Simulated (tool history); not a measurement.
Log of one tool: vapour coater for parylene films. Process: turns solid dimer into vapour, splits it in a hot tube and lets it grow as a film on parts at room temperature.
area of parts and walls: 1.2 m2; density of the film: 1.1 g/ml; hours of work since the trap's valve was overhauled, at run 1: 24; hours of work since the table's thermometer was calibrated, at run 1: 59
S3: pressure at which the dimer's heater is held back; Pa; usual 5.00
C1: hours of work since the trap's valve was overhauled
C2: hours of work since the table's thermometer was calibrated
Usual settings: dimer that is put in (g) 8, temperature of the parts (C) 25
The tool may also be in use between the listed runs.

run 1 day=0.000 | dimer_that_is_put_in_(g)=8 temperature_of_the_parts_(C)=25 S3=5.00 | C1=24 C2=59 | thickness_of_the_film_(µm)=4.01
run 2 day=0.296 | dimer_that_is_put_in_(g)=8 temperature_of_the_parts_(C)=25 S3=5.00 | C1=28 C2=64 | thickness_of_the_film_(µm)=4.01
run 3 day=0.583 | dimer_that_is_put_in_(g)=8 temperature_of_the_parts_(C)=25 S3=5.00 | C1=33 C2=68 | thickness_of_the_film_(µm)=4.04
run 4 day=1.171 | dimer_that_is_put_in_(g)=9 temperature_of_the_parts_(C)=25 S3=5.00 | C1=41 C2=76 | thickness_of_the_film_(µm)=4.55
run 5 day=1.521 | dimer_that_is_put_in_(g)=9 temperature_of_the_parts_(C)=25 S3=5.00 | C1=46 C2=81 | thickness_of_the_film_(µm)=4.50
run 6 day=1.817 | dimer_that_is_put_in_(g)=9 temperature_of_the_parts_(C)=25 S3=5.00 | C1=50 C2=86 | thickness_of_the_film_(µm)=4.51
run 7 day=2.279 | dimer_that_is_put_in_(g)=8 temperature_of_the_parts_(C)=25 S3=5.00 | C1=57 C2=92 | thickness_of_the_film_(µm)=3.95
run 8 day=2.946 | dimer_that_is_put_in_(g)=4 temperature_of_the_parts_(C)=22 S3=4.10 | C1=67 C2=102 | thickness_of_the_film_(µm)=2.30
run 9 day=3.508 | dimer_that_is_put_in_(g)=4 temperature_of_the_parts_(C)=21 S3=5.33 | C1=75 C2=110 | thickness_of_the_film_(µm)=2.27
run 10 day=3.942 | dimer_that_is_put_in_(g)=8 temperature_of_the_parts_(C)=25 S3=3.34 | C1=81 C2=116 | thickness_of_the_film_(µm)=4.20
run 11 day=4.367 | dimer_that_is_put_in_(g)=13 temperature_of_the_parts_(C)=22 S3=3.56 | C1=87 C2=123 | thickness_of_the_film_(µm)=7.60
run 12 day=5.029 | dimer_that_is_put_in_(g)=13 temperature_of_the_parts_(C)=22 S3=3.56 | C1=97 C2=132 | thickness_of_the_film_(µm)=7.55
run 13 day=5.688 | dimer_that_is_put_in_(g)=13 temperature_of_the_parts_(C)=21 S3=4.67 | C1=107 C2=142 | thickness_of_the_film_(µm)=7.50
run 14 day=6.283 | dimer_that_is_put_in_(g)=13 temperature_of_the_parts_(C)=21 S3=4.67 | C1=115 C2=151 | thickness_of_the_film_(µm)=7.50

3 ways to go on from here, each from the tool as it stands after run 14. What would each give?
run A day=6.950 | dimer_that_is_put_in_(g)=13 temperature_of_the_parts_(C)=21 S3=2.31 | C1=125 C2=160 | thickness_of_the_film_(µm)=?
run B day=6.950 | dimer_that_is_put_in_(g)=8 temperature_of_the_parts_(C)=25 S3=8.08 | C1=125 C2=160 | thickness_of_the_film_(µm)=?
run C day=6.950 | dimer_that_is_put_in_(g)=10 temperature_of_the_parts_(C)=24 S3=5.00 | C1=125 C2=160 | thickness_of_the_film_(µm)=?

run=A thickness_of_the_film_(µm)=8.17
run=B thickness_of_the_film_(µm)=3.73
run=C thickness_of_the_film_(µm)=5.14
Without the tool's hidden state the same runs would have given:
run=A thickness_of_the_film_(µm)=8.34
run=B thickness_of_the_film_(µm)=3.80
run=C thickness_of_the_film_(µm)=5.24

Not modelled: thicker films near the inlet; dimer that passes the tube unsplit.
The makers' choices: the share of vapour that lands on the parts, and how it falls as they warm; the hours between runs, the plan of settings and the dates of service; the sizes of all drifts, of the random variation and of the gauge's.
